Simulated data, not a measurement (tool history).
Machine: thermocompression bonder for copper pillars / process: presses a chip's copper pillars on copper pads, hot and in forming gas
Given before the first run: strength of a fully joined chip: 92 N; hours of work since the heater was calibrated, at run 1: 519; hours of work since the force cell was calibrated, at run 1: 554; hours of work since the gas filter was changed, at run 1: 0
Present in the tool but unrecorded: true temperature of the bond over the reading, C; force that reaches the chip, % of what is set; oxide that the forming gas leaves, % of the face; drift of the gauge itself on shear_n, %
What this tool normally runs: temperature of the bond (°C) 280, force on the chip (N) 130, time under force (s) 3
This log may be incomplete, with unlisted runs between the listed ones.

run	day	temperature of the bond (°C)	force on the chip (N)	time under force (s)	hours of work since the heater was calibrated	hours of work since the force cell was calibrated	hours of work since the gas filter was changed	force that shears a chip off (N)
1	0	280	130	3	519	554	0	36.3
2	2.104	280	130	3	544	579	25	36.8
3	3.467	280	181	3	560	595	41	48.5
4	5.196	280	181	3	581	616	62	47.2
5	6.688	280	181	3	598	633	80	46.8
6	7.733	308	130	3	611	646	92	46.6
7	8.933	260	130	3	625	660	106	28.7
8	10.45	280	130	2	643	678	124	30.6
# day 11.671: forming gas filter changed
9	12.662	280	130	2	669	704	12	31.2
10	14.471	280	130	2	691	726	33	31
11	15.592	295	181	4	704	739	47	58.9
12	17.567	295	159	6	727	762	70	60.3
13	19.575	289	129	2	751	786	94	33.3
14	21.029	289	129	2	769	804	111	33.3
15	22.229	289	128	8	783	818	126	53.7
# day 23.346: forming gas filter changed
16	23.788	289	128	8	801	836	5	55.2
17	24.717	306	164	8	812	847	16	71.6
18	26.054	264	111	3	828	863	32	26.1
19	27.5	264	111	3	845	880	49	26.1
20	29.371	258	142	6	868	903	72	39.7

Predict each of these 5 candidate next runs independently; none follows another, all start after run 20:
# day 30.008: force cell calibrated
A	31.233	283	111	5	889	15	93	?
# day 30.008: force cell calibrated
B	31.233	267	185	9	889	15	93	?
# day 30.008: force cell calibrated
C	31.233	280	130	6	889	15	93	?
# day 30.008: force cell calibrated
D	31.233	276	141	2	889	15	93	?
# day 30.008: force cell calibrated
E	31.233	280	180	3	889	15	93	?

run	force that shears a chip off (N)
A	36.4
B	57.1
C	43
D	29.2
E	44.2
Without the tool's unlogged condition, the same runs would have read:
run	force that shears a chip off (N)
A	39.5
B	61.3
C	46.4
D	31.9
E	47.7

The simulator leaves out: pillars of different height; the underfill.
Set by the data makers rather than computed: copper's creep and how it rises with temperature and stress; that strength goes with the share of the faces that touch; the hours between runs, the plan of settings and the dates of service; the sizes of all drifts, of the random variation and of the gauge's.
